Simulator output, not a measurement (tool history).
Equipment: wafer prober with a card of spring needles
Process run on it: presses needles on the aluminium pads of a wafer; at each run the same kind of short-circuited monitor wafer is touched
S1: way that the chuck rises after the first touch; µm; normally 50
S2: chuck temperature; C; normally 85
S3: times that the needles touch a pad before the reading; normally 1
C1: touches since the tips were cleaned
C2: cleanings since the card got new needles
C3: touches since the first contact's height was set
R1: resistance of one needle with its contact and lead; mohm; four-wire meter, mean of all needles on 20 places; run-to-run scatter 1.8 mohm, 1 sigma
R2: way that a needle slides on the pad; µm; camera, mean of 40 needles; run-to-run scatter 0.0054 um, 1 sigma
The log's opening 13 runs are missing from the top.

run	hour	S1	S2	S3	C1	C2	C3	R1	R2
# hour 210.3: tips cleaned on abrasive film
# hour 225.2: tips cleaned on abrasive film
14	225.2	50	85	1	0	67	55627	182	7.701
# hour 241.4: tips cleaned on abrasive film
15	246.2	50	85	1	2371	68	65891	180	7.707
# hour 248.5: height of the first contact set anew
# hour 256.6: tips cleaned on abrasive film
16	260.1	50	85	1	1699	69	5637	182	7.702
# hour 271.7: tips cleaned on abrasive film
17	282	50	85	1	5027	70	16323	181	7.721
# hour 288: tips cleaned on abrasive film
18	297.7	54	56	1	4730	71	23949	174	8.342
# hour 303.5: tips cleaned on abrasive film
19	317.4	54	56	1	6838	72	33598	170	8.346
# hour 318.9: tips cleaned on abrasive film
20	330.6	43	35	2	5732	73	40017	173	6.654
# hour 334.2: tips cleaned on abrasive film
# hour 338.7: gauge calibrated
21	343.4	31	27	2	4541	74	46234	175	4.726
# hour 349.2: tips cleaned on abrasive film
22	362.5	46	111	1	6543	75	55551	188	7.013
# hour 365.7: tips cleaned on abrasive film
# hour 381: tips cleaned on abrasive film
23	383.8	53	36	1	1340	77	65859	169	8.089
# hour 385.5: height of the first contact set anew
# hour 396.9: tips cleaned on abrasive film
24	398.8	53	36	1	924	78	6481	174	8.098
# hour 412.1: tips cleaned on abrasive film
25	419.6	53	36	1	3669	79	16627	171	8.097
# hour 426.9: tips cleaned on abrasive film
26	432.2	54	85	1	2609	80	22780	180	8.254
# hour 442: tips cleaned on abrasive film
27	451.4	49	36	1	4620	81	32144	170	7.499
# hour 458.5: tips cleaned on abrasive film
28	466	49	36	1	3653	82	39214	171	7.516
# hour 474.2: tips cleaned on abrasive film
29	477.3	50	60	1	1519	83	44744	177	7.662
# hour 490.7: tips cleaned on abrasive film
30	497.8	50	36	3	3470	84	54737	172	7.674
# hour 505.8: tips cleaned on abrasive film
31	515.5	57	43	1	4797	85	63375	169	8.75
# hour 522.4: tips cleaned on abrasive film
# hour 522.7: height of the first contact set anew
32	530.2	37	85	1	3669	86	3669	186	5.688
# hour 537.5: tips cleaned on abrasive film
# hour 552.8: tips cleaned on abrasive film
33	552.9	37	85	1	30	88	14675	186	5.7

What if the next run were any one of these 3? Each begins from the tool's condition after run 33:
A	563.3	61	28	2	5155	88	19800	?	?
B	563.3	32	48	3	5155	88	19800	?	?
C	563.3	66	36	2	5155	88	19800	?	?

run	R1	R2
A	166	9.393
B	179	4.923
C	168	10.169
Without the tool's hidden state the same runs would have given:
run	R1	R2
A	166	9.292
B	178	4.871
C	168	10.06

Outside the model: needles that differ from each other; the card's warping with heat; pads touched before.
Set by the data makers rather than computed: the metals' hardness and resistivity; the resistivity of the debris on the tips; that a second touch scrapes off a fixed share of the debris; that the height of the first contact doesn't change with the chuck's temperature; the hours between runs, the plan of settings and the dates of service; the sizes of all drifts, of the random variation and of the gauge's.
